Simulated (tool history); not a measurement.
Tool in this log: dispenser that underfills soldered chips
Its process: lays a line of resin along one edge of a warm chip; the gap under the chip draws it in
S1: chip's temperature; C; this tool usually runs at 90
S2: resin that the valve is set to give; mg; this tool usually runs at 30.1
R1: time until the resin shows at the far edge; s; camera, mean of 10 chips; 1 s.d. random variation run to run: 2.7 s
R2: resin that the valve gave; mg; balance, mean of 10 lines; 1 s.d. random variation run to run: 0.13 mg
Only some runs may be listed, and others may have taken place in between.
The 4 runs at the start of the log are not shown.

-- day=1.021 new syringe of resin
run 5 day=1.133 | S1=90 S2=29.7 | R1=282.5 R2=29.5
run 6 day=1.3 | S1=90 S2=29.1 | R1=318.9 R2=28.72
-- day=1.421 new syringe of resin
run 7 day=1.621 | S1=90 S2=29.1 | R1=310.9 R2=28.67
-- day=1.817 new syringe of resin
run 8 day=1.908 | S1=90 S2=29.1 | R1=273.1 R2=28.38
-- day=2.208 new syringe of resin
run 9 day=2.267 | S1=98 S2=30.1 | R1=192.6 R2=29.51
run 10 day=2.529 | S1=102 S2=30.1 | R1=212.3 R2=29.24
-- day=2.608 new syringe of resin
run 11 day=2.862 | S1=102 S2=30.1 | R1=193.8 R2=29.32
-- day=3.021 new syringe of resin
run 12 day=3.146 | S1=90 S2=37.9 | R1=277.4 R2=36.49
run 13 day=3.354 | S1=76 S2=37.9 | R1=623.9 R2=36.42
-- day=3.421 new syringe of resin
run 14 day=3.542 | S1=90 S2=30.1 | R1=286.1 R2=28.99
-- day=3.817 new syringe of resin
run 15 day=3.883 | S1=96 S2=30.1 | R1=207.5 R2=28.81
run 16 day=4.117 | S1=102 S2=30.1 | R1=203.7 R2=28.85
-- day=4.229 new syringe of resin
run 17 day=4.379 | S1=90 S2=32.5 | R1=285.1 R2=31.29
run 18 day=4.538 | S1=96 S2=26.1 | R1=265.4 R2=25.09
-- day=4.625 new syringe of resin
run 19 day=4.85 | S1=96 S2=26.1 | R1=249.5 R2=24.93
-- day=5.029 new syringe of resin
run 20 day=5.104 | S1=83 S2=26.7 | R1=376.9 R2=25.39
-- day=5.408 new syringe of resin
run 21 day=5.408 | S1=101 S2=30.1 | R1=160.7 R2=28.49
run 22 day=5.604 | S1=78 S2=29.6 | R1=522.8 R2=28.15
-- day=5.796 new syringe of resin
run 23 day=5.796 | S1=78 S2=29.6 | R1=435.8 R2=28.03
run 24 day=5.975 | S1=78 S2=29.6 | R1=516.2 R2=27.85

The next listed run, before its measurement:
-- day=6.183 new syringe of resin
run 25 day=6.242 | S1=78 S2=31 | R1=? R2=?

{"run 25": {"R1": 448.6, "R2": 29.08}}
Had the tool carried no hidden state, the very same run would have given R1 452.2 s, R2 30.9 mg.
